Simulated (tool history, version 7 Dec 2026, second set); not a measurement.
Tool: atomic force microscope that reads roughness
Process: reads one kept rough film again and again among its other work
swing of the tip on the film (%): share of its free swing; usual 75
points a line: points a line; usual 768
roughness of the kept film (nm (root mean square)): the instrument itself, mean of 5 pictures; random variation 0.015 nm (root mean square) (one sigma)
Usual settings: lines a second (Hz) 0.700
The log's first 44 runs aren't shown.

run	day	lines a second (Hz)	swing of the tip on the film (%)	points a line	pictures with this tip	hours of work since the height scale was calibrated	roughness of the kept film (nm (root mean square))
45	54.612	0.700	58	768	106	631	3.579
# day 54.779: new tip fitted
46	55.600	0.700	58	768	23	645	3.567
47	56.858	0.700	58	768	58	664	3.579
48	57.879	2.145	65	717	86	679	3.460
# day 58.846: new tip fitted
49	59.292	0.754	63	548	13	700	3.580
50	60.283	0.754	63	548	40	714	3.571
51	61.971	0.700	58	982	87	739	3.582
# day 62.825: new tip fitted
52	63.258	0.700	58	982	12	758	3.597

Forecast each of these 3 alternatives for the next run:
A	64.108	0.751	75	768	36	771	?
B	64.108	0.920	85	813	36	771	?
C	64.108	3.139	75	506	36	771	?

run	roughness of the kept film (nm (root mean square))
A	3.522
B	3.435
C	3.233
Without the tool's hidden state the same runs would have given:
run	roughness of the kept film (nm (root mean square))
A	3.525
B	3.438
C	3.236
